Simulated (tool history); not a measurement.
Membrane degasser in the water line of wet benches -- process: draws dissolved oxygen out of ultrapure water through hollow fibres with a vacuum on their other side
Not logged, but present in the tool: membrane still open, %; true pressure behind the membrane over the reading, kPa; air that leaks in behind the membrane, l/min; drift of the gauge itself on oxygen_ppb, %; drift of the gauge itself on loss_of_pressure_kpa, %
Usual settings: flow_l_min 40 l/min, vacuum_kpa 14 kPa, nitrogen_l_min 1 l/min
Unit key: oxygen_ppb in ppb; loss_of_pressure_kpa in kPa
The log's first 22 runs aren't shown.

run	hour	flow_l_min	vacuum_kpa	nitrogen_l_min	hours since the membrane was changed	hours since the vacuum gauge was calibrated	hours since the vacuum lines were made tight	oxygen_ppb	loss_of_pressure_kpa
23	5360.8	49	22.3	1.07	15370	3397	5360	1686.2	87.07
24	5502.2	49	22.3	1.07	15511	3539	5502	1700	87.82
25	5687.9	49	10	1.27	15697	3724	5687	815.9	87.33
26	5847.5	25	34.7	0.92	15857	3884	5847	1618.7	44.96
# hour 5997.1: vacuum gauge calibrated
27	6064.2	64	15.3	1.8	16073	67	6063	1218.9	115.1
28	6362.9	62	18.1	1	16371	366	6362	1795.6	112.06
29	6677.8	25	31.9	2.1	16686	681	6677	808.9	45.35
30	6814.8	45	10.7	1.06	16823	818	6814	836.8	81.51
# hour 6843.5: membrane cartridge changed
31	7019	60	12.6	1.75	175	1018	7014	885	95.8
32	7193.2	58	8.8	1.75	350	1192	7188	640.8	92.44

Predict each of these 4 candidate next runs independently; none follows another, all start after run 32:
A	7399.8	53	33.2	1	556	1399	7395	?	?
B	7399.8	30	14	1	556	1399	7395	?	?
C	7399.8	58	18.1	1.75	556	1399	7395	?	?
D	7399.8	45	14	1	556	1399	7395	?	?

run	oxygen_ppb	loss_of_pressure_kpa
A	2427.9	84.86
B	709.1	47.82
C	1183.9	92.57
D	1034.4	71.95
Without the tool's hidden state the same runs would have given:
run	oxygen_ppb	loss_of_pressure_kpa
A	2418.8	84.51
B	699.8	47.63
C	1173.5	92.19
D	1025.1	71.65
